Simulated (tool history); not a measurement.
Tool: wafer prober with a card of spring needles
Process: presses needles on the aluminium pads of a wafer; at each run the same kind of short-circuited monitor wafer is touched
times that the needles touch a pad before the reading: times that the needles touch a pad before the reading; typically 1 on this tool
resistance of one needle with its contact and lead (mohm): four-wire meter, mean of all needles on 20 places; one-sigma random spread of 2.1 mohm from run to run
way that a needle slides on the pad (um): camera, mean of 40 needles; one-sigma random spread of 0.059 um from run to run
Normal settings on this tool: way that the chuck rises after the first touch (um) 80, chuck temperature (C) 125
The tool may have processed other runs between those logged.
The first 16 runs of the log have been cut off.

run,hour,way that the chuck rises after the first touch (um),chuck temperature (C),times that the needles touch a pad before the reading,resistance of one needle with its contact and lead (mohm),way that a needle slides on the pad (um)
# hour 299.3: tips cleaned on abrasive film
# hour 312.6: tips cleaned on abrasive film
17,312.6,99,42,1,208,24.75
18,323.8,75,75,2,218,18.76
# hour 326.8: tips cleaned on abrasive film
# hour 341.5: tips cleaned on abrasive film
19,347.4,75,75,2,220,18.69
# hour 356.0: tips cleaned on abrasive film
# hour 371.0: tips cleaned on abrasive film
20,374.6,94,66,1,218,23.57
# hour 385.0: tips cleaned on abrasive film
# hour 398.2: tips cleaned on abrasive film
21,398.2,94,66,1,216,23.57
# hour 412.6: tips cleaned on abrasive film
22,420.0,74,54,2,220,18.60
# hour 427.7: tips cleaned on abrasive film
23,434.0,83,60,1,216,20.69
# hour 442.5: tips cleaned on abrasive film
# hour 457.0: tips cleaned on abrasive film
24,460.6,63,125,1,235,15.78
# hour 471.5: tips cleaned on abrasive film
# hour 485.7: tips cleaned on abrasive film
25,485.7,82,113,1,227,20.44
# hour 499.1: tips cleaned on abrasive film
26,500.9,82,113,1,229,20.46
# hour 513.3: tips cleaned on abrasive film
27,524.0,82,113,1,230,20.43
# hour 527.0: tips cleaned on abrasive film
# hour 541.5: tips cleaned on abrasive film
28,547.6,70,125,2,234,17.36
# hour 555.8: tips cleaned on abrasive film
# hour 564.2: gauge calibrated
# hour 569.9: tips cleaned on abrasive film
29,572.3,70,125,1,231,17.78
# hour 583.8: tips cleaned on abrasive film
30,584.7,70,125,1,232,17.67
# hour 597.1: tips cleaned on abrasive film
31,597.1,80,108,2,229,20.27

What if the next run were any one of these 4? Each begins from the tool's condition after run 31:
# hour 610.9: tips cleaned on abrasive film
A,619.9,81,26,2,?,?
# hour 610.9: tips cleaned on abrasive film
B,619.9,68,69,2,?,?
# hour 610.9: tips cleaned on abrasive film
C,619.9,97,28,1,?,?
# hour 610.9: tips cleaned on abrasive film
D,619.9,80,108,1,?,?

run,resistance of one needle with its contact and lead (mohm),way that a needle slides on the pad (um)
A,209,20.49
B,221,17.21
C,210,24.48
D,229,20.28
With the hidden condition removed and each run's random variation left untouched, the same runs would have given:
run,resistance of one needle with its contact and lead (mohm),way that a needle slides on the pad (um)
A,208,20.53
B,221,17.25
C,209,24.54
D,229,20.33
